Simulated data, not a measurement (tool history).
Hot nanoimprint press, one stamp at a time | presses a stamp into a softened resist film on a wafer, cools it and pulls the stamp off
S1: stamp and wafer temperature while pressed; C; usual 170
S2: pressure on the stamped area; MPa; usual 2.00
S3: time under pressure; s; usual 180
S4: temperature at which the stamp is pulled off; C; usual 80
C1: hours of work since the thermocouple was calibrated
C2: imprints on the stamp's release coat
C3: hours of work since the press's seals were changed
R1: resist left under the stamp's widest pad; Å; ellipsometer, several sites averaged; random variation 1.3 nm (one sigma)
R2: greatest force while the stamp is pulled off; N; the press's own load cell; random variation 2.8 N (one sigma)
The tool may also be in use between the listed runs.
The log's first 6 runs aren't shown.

run    day   S1    S2   S3  S4   C1   C2   C3    R1   R2
  7  1.542  170  2.00  180  80  406  288   49  2495  155
  8  1.775  170  2.00  180  80  410  313   53  2517  147
  9  1.958  170  2.00  180  80  412  333   55  2496  146
 10  2.258  170  1.52  180  80  416  365   59  2751  154
 11  2.529  170  2.00  342  80  420  395   63  2076  148
 12  2.929  170  2.00  342  80  426  439   69  2065  154
 13  3.167  170  2.00  342  80  429  464   72  2037  151
 14  3.438  170  2.00  342  80  433  494   76  2049  154
 15  3.692  170  2.00  342  80  436  522   79  2044  156
 16  4.083  170  2.00  180  80  442  564   85  2523  155
 17  4.325  170  2.49  224  80  445  591   88  2160  156
 18  4.683  170  2.00  150  78  450  630   93  2636  167
 19  4.946  170  1.48  100  80  454  659   97  3158  163
     5.096  -- plate thermocouple calibrated
 20  5.429  172  1.58  330  80    5  698  102  2110  163
 21  5.629  177  2.00  180  80    7  719  104  1853  161
 22  5.950  177  2.00  180  80   12  754  109  1871  160
 23  6.233  162  2.00  180  80   16  785  113  3321  171
 24  6.408  167  2.91  106  84   18  804  115  2877  148
 25  6.592  167  2.91  106  84   21  824  118  2866  150
 26  6.792  173  2.00  265  80   24  846  121  1968  170
 27  7.067  170  1.29  150  80   27  876  124  3075  171
 28  7.446  170  1.29  150  80   33  917  130  3047  171
     7.642  -- plate thermocouple calibrated, once more
 29  7.788  170  1.29  150  80    2  941  133  2939  162
 30  8.079  160  2.63  150  80    6  973  137  3250  162
 31  8.292  162  2.00  180  80    9  996  140  3204  169

Forecast each of these 3 alternatives for the next run:
  A  8.500  162  2.00  171  80  12  1019  143   ?   ?
  B  8.500  164  2.00  213  88  12  1019  143   ?   ?
  C  8.500  170  2.00  165  80  12  1019  143   ?   ?

run    R1   R2
  A  3212  168
  B  2841  129
  C  2415  164
Without the tool's hidden state the same runs would have given:
run    R1   R2
  A  3207  135
  B  2835  104
  C  2409  132
